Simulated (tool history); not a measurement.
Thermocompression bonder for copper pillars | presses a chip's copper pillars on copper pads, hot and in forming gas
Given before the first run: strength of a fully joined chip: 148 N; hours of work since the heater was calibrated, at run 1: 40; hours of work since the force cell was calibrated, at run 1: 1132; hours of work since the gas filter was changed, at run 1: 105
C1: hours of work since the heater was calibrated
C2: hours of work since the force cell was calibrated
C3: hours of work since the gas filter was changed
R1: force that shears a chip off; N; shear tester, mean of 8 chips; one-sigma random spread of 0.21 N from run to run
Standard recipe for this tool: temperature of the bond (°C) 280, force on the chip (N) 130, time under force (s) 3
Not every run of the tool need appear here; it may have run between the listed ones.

run 1 hour=0.0 | temperature_of_the_bond_(°C)=280 force_on_the_chip_(N)=130 time_under_force_(s)=3 | C1=40 C2=1132 C3=105 | R1=61.7
run 2 hour=26.1 | temperature_of_the_bond_(°C)=280 force_on_the_chip_(N)=130 time_under_force_(s)=3 | C1=54 C2=1146 C3=119 | R1=61.2
-- hour=61.5 forming gas filter changed
run 3 hour=77.7 | temperature_of_the_bond_(°C)=280 force_on_the_chip_(N)=130 time_under_force_(s)=3 | C1=81 C2=1173 C3=9 | R1=62.1
run 4 hour=118.5 | temperature_of_the_bond_(°C)=303 force_on_the_chip_(N)=130 time_under_force_(s)=3 | C1=102 C2=1195 C3=30 | R1=75.8
run 5 hour=158.4 | temperature_of_the_bond_(°C)=280 force_on_the_chip_(N)=130 time_under_force_(s)=3 | C1=123 C2=1216 C3=51 | R1=61.5
run 6 hour=211.0 | temperature_of_the_bond_(°C)=280 force_on_the_chip_(N)=130 time_under_force_(s)=3 | C1=151 C2=1244 C3=79 | R1=61.2
run 7 hour=263.2 | temperature_of_the_bond_(°C)=280 force_on_the_chip_(N)=130 time_under_force_(s)=3 | C1=179 C2=1271 C3=107 | R1=60.5
run 8 hour=307.0 | temperature_of_the_bond_(°C)=280 force_on_the_chip_(N)=130 time_under_force_(s)=3 | C1=202 C2=1294 C3=130 | R1=60.4
-- hour=323.0 forming gas filter changed
run 9 hour=357.8 | temperature_of_the_bond_(°C)=280 force_on_the_chip_(N)=130 time_under_force_(s)=8 | C1=229 C2=1321 C3=18 | R1=86.2
run 10 hour=409.5 | temperature_of_the_bond_(°C)=280 force_on_the_chip_(N)=110 time_under_force_(s)=8 | C1=256 C2=1348 C3=46 | R1=80.2
run 11 hour=446.7 | temperature_of_the_bond_(°C)=280 force_on_the_chip_(N)=110 time_under_force_(s)=8 | C1=276 C2=1368 C3=65 | R1=79.8
run 12 hour=497.8 | temperature_of_the_bond_(°C)=280 force_on_the_chip_(N)=130 time_under_force_(s)=3 | C1=303 C2=1395 C3=92 | R1=59.9
run 13 hour=528.8 | temperature_of_the_bond_(°C)=254 force_on_the_chip_(N)=130 time_under_force_(s)=3 | C1=319 C2=1412 C3=109 | R1=45.3
run 14 hour=570.3 | temperature_of_the_bond_(°C)=254 force_on_the_chip_(N)=130 time_under_force_(s)=3 | C1=341 C2=1434 C3=131 | R1=45.0
-- hour=583.9 forming gas filter changed
run 15 hour=600.8 | temperature_of_the_bond_(°C)=254 force_on_the_chip_(N)=130 time_under_force_(s)=3 | C1=357 C2=1449 C3=9 | R1=45.6
run 16 hour=635.8 | temperature_of_the_bond_(°C)=254 force_on_the_chip_(N)=130 time_under_force_(s)=3 | C1=375 C2=1468 C3=27 | R1=45.3
run 17 hour=685.5 | temperature_of_the_bond_(°C)=254 force_on_the_chip_(N)=130 time_under_force_(s)=3 | C1=402 C2=1494 C3=54 | R1=45.2
run 18 hour=714.7 | temperature_of_the_bond_(°C)=254 force_on_the_chip_(N)=130 time_under_force_(s)=3 | C1=417 C2=1510 C3=69 | R1=45.1
run 19 hour=747.4 | temperature_of_the_bond_(°C)=254 force_on_the_chip_(N)=130 time_under_force_(s)=3 | C1=434 C2=1527 C3=87 | R1=44.7
run 20 hour=793.3 | temperature_of_the_bond_(°C)=253 force_on_the_chip_(N)=170 time_under_force_(s)=2 | C1=459 C2=1551 C3=111 | R1=42.8
run 21 hour=835.6 | temperature_of_the_bond_(°C)=251 force_on_the_chip_(N)=110 time_under_force_(s)=2 | C1=481 C2=1574 C3=133 | R1=32.9
-- hour=841.4 forming gas filter changed
run 22 hour=888.0 | temperature_of_the_bond_(°C)=258 force_on_the_chip_(N)=82 time_under_force_(s)=2 | C1=509 C2=1601 C3=25 | R1=31.4
run 23 hour=937.2 | temperature_of_the_bond_(°C)=295 force_on_the_chip_(N)=160 time_under_force_(s)=3 | C1=535 C2=1627 C3=51 | R1=74.7
run 24 hour=966.2 | temperature_of_the_bond_(°C)=295 force_on_the_chip_(N)=160 time_under_force_(s)=3 | C1=550 C2=1643 C3=66 | R1=74.3
run 25 hour=1017.4 | temperature_of_the_bond_(°C)=283 force_on_the_chip_(N)=120 time_under_force_(s)=6 | C1=577 C2=1670 C3=93 | R1=74.7
run 26 hour=1043.2 | temperature_of_the_bond_(°C)=280 force_on_the_chip_(N)=161 time_under_force_(s)=6 | C1=591 C2=1683 C3=107 | R1=82.0
-- hour=1063.8 heater calibrated with a thermocouple chip
-- hour=1101.4 forming gas filter changed
run 27 hour=1101.4 | temperature_of_the_bond_(°C)=288 force_on_the_chip_(N)=109 time_under_force_(s)=6 | C1=20 C2=1713 C3=0 | R1=79.9
run 28 hour=1148.5 | temperature_of_the_bond_(°C)=290 force_on_the_chip_(N)=116 time_under_force_(s)=6 | C1=45 C2=1738 C3=25 | R1=82.4
run 29 hour=1175.5 | temperature_of_the_bond_(°C)=294 force_on_the_chip_(N)=110 time_under_force_(s)=2 | C1=59 C2=1752 C3=39 | R1=56.3
run 30 hour=1217.5 | temperature_of_the_bond_(°C)=267 force_on_the_chip_(N)=80 time_under_force_(s)=2 | C1=81 C2=1774 C3=61 | R1=35.9
run 31 hour=1252.2 | temperature_of_the_bond_(°C)=286 force_on_the_chip_(N)=80 time_under_force_(s)=4 | C1=99 C2=1793 C3=80 | R1=58.1
run 32 hour=1298.9 | temperature_of_the_bond_(°C)=286 force_on_the_chip_(N)=80 time_under_force_(s)=4 | C1=124 C2=1817 C3=104 | R1=57.8
run 33 hour=1343.2 | temperature_of_the_bond_(°C)=302 force_on_the_chip_(N)=105 time_under_force_(s)=4 | C1=148 C2=1841 C3=128 | R1=74.7
-- hour=1360.3 forming gas filter changed
run 34 hour=1397.7 | temperature_of_the_bond_(°C)=302 force_on_the_chip_(N)=105 time_under_force_(s)=6 | C1=176 C2=1869 C3=20 | R1=86.6
run 35 hour=1435.1 | temperature_of_the_bond_(°C)=302 force_on_the_chip_(N)=105 time_under_force_(s)=6 | C1=196 C2=1889 C3=40 | R1=86.3
run 36 hour=1462.3 | temperature_of_the_bond_(°C)=280 force_on_the_chip_(N)=89 time_under_force_(s)=9 | C1=210 C2=1903 C3=54 | R1=76.9
run 37 hour=1519.1 | temperature_of_the_bond_(°C)=280 force_on_the_chip_(N)=89 time_under_force_(s)=9 | C1=240 C2=1933 C3=84 | R1=76.5
run 38 hour=1566.9 | temperature_of_the_bond_(°C)=280 force_on_the_chip_(N)=89 time_under_force_(s)=9 | C1=266 C2=1959 C3=109 | R1=75.5

Hidden state at the last listed run before each entry between runs and at the first one after, where it differs:
Runs 2 to 3: forming gas filter changed (hour 61.5)
  true temperature of the bond over the reading, C: -0.9 -> -1.2; oxide that the forming gas leaves, % of the face: 2.06 -> 0.7
  measured minus no-state result, R1: -2.2 -> -1.4 N
Runs 8 to 9: forming gas filter changed (hour 323.0)
  true temperature of the bond over the reading, C: -2.1 -> -2.4; force that reaches the chip, % of what is set: 97.8 -> 97.7; oxide that the forming gas leaves, % of the face: 2.53 -> 0.83
  measured minus no-state result, R1: -3.2 -> -2.7 N
Runs 14 to 15: forming gas filter changed (hour 583.9)
  true temperature of the bond over the reading, C: -3.3 -> -3.4; oxide that the forming gas leaves, % of the face: 2.65 -> 0.86
  measured minus no-state result, R1: -3.4 -> -2.6 N
Runs 21 to 22: forming gas filter changed (hour 841.4)
  true temperature of the bond over the reading, C: -4.5 -> -4.7; force that reaches the chip, % of what is set: 97.3 -> 97.2; oxide that the forming gas leaves, % of the face: 2.8 -> 0.88
  measured minus no-state result, R1: -3.2 -> -2.5 N
Runs 26 to 27: heater calibrated with a thermocouple chip (hour 1063.8); forming gas filter changed (hour 1101.4)
  true temperature of the bond over the reading, C: -5.4 -> 0.3; force that reaches the chip, % of what is set: 97.1 -> 97; oxide that the forming gas leaves, % of the face: 2.11 -> 0.73
  measured minus no-state result, R1: -6.1 -> -0.9 N
Runs 33 to 34: forming gas filter changed (hour 1360.3)
  true temperature of the bond over the reading, C: -0.7 -> -1; oxide that the forming gas leaves, % of the face: 2.72 -> 0.82
  measured minus no-state result, R1: -3.2 -> -2.0 N
